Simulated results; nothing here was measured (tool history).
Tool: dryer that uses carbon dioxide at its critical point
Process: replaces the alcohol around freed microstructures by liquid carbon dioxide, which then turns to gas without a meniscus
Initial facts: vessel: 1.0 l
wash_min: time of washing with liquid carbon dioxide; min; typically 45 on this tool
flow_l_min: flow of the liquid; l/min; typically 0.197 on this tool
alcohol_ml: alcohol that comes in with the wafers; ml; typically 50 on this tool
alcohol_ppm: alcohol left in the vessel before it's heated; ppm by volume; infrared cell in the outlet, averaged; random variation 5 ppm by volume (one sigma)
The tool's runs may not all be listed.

| run | hour | wash_min | flow_l_min | alcohol_ml | alcohol_ppm |
|---|---|---|---|---|---|
| 1 | 0 | 45 | 0.197 | 50 | 194 |
| 2 | 9.4 | 36 | 0.197 | 50 | 444 |
| 3 | 18.5 | 45 | 0.304 | 50 | 96 |
| 4 | 33.8 | 45 | 0.304 | 50 | 101 |
| 5 | 42.3 | 52 | 0.197 | 50 | 143 |
| 6 | 59 | 52 | 0.318 | 50 | 105 |
| 7 | 75.9 | 45 | 0.27 | 50 | 107 |
| 8 | 84.6 | 57 | 0.197 | 50 | 136 |
| 9 | 94 | 57 | 0.197 | 50 | 126 |
| 10 | 112.1 | 45 | 0.197 | 50 | 225 |
| 11 | 131.5 | 45 | 0.212 | 50 | 135 |
| 12 | 139.6 | 45 | 0.146 | 50 | 300 |
| 13 | 156.1 | 45 | 0.175 | 50 | 178 |
| 14 | 169.9 | 45 | 0.235 | 50 | 116 |
| 15 | 186.7 | 45 | 0.235 | 50 | 123 |
| 16 | 196.6 | 45 | 0.235 | 50 | 119 |
| 17 | 213.9 | 45 | 0.235 | 50 | 135 |
| 18 | 226.2 | 45 | 0.235 | 50 | 130 |
| 19 | 238.4 | 45 | 0.288 | 70 | 120 |
| 20 | 252.5 | 45 | 0.288 | 70 | 126 |
| 21 | 270.2 | 45 | 0.317 | 70 | 133 |
| 22 | 288 | 47 | 0.153 | 63 | 308 |
| 23 | 301.2 | 41 | 0.154 | 42 | 373 |
| 24 | 318.9 | 45 | 0.178 | 75 | 254 |
| 25 | 331.9 | 45 | 0.178 | 75 | 255 |
| 26 | 345.5 | 45 | 0.178 | 75 | 251 |
| 27 | 364.3 | 42 | 0.197 | 26 | 169 |
| 28 | 379.2 | 58 | 0.17 | 90 | 180 |
| 29 | 394.7 | 58 | 0.17 | 90 | 185 |
| 30 | 404.5 | 57 | 0.307 | 46 | 142 |
| 31 | 416.2 | 66 | 0.241 | 26 | 134 |
| 32 | 427.2 | 66 | 0.231 | 29 | 142 |
| 33 | 439.5 | 66 | 0.231 | 29 | 144 |
| 34 | 458.7 | 66 | 0.231 | 29 | 152 |
| 35 | 469.3 | 59 | 0.197 | 86 | 170 |

Withheld: 1 entry from between the runs. Position of each, and hidden state at the listed run before versus the listed run after:
In the gap between runs 10 and 11: inlet filter changed (hour 116.3)
  flow that reaches the vessel past the clogged filter, %: 82.5 -> 99.4; alcohol in the recycled carbon dioxide, ppm: 107.8 -> 109.9
  what was measured, less what the result would be without the hidden state, alcohol_ppm: +186 -> +108 ppm by volume
